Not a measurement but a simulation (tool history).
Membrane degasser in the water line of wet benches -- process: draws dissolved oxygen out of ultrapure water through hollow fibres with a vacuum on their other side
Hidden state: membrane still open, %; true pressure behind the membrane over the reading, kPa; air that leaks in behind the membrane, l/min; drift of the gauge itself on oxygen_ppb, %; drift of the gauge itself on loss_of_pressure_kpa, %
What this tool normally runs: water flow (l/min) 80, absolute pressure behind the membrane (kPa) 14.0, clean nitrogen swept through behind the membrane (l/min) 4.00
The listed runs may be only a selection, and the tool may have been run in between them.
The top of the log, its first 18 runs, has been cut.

run,day,water flow (l/min),absolute pressure behind the membrane (kPa),clean nitrogen swept through behind the membrane (l/min),hours since the membrane was changed,hours since the vacuum gauge was calibrated,hours since the vacuum lines were made tight,dissolved oxygen in the water behind the degasser (ppb),pressure that the water loses in the fibres (kPa)
# day 25.433: vacuum gauge calibrated, once more
19,26.050,117,26.9,4.78,1759,15,2871,1112.7,98.68
20,26.954,54,17.5,3.80,1781,36,2893,446.2,45.67
21,28.121,54,17.5,3.80,1809,64,2921,447.5,45.74
22,29.917,115,12.7,7.75,1852,108,2964,326.1,97.49
23,31.642,115,14.0,7.06,1893,149,3005,396.5,97.45
24,33.417,123,22.4,5.78,1936,192,3048,838.6,103.51
25,34.796,123,23.5,5.26,1969,225,3081,947.8,104.50
26,36.579,75,23.5,3.22,2012,267,3124,934.2,63.50
27,38.225,75,23.5,3.22,2051,307,3163,934.5,63.45
28,39.408,119,14.0,1.78,2079,335,3192,1158.0,100.53
29,40.833,50,10.1,7.43,2114,370,3226,110.9,42.24
30,42.862,96,14.0,4.19,2162,418,3275,518.0,81.58
31,44.067,107,15.9,3.36,2191,447,3304,790.0,90.73
32,45.008,107,9.8,3.36,2214,470,3326,431.3,90.70

Here are 4 independent what-if runs from the current tool condition. What would each one return?
A,46.496,116,29.8,3.36,2250,505,3362,?,?
B,46.496,66,9.8,6.37,2250,505,3362,?,?
C,46.496,97,11.9,2.38,2250,505,3362,?,?
D,46.496,80,11.9,3.72,2250,505,3362,?,?

run,dissolved oxygen in the water behind the degasser (ppb),pressure that the water loses in the fibres (kPa)
A,1601.4,99.11
B,158.4,56.19
C,666.7,82.05
D,397.9,67.60
With no hidden state in the tool, these same runs would have given:
run,dissolved oxygen in the water behind the degasser (ppb),pressure that the water loses in the fibres (kPa)
A,1600.9,97.88
B,158.5,55.48
C,667.8,81.03
D,398.2,66.76

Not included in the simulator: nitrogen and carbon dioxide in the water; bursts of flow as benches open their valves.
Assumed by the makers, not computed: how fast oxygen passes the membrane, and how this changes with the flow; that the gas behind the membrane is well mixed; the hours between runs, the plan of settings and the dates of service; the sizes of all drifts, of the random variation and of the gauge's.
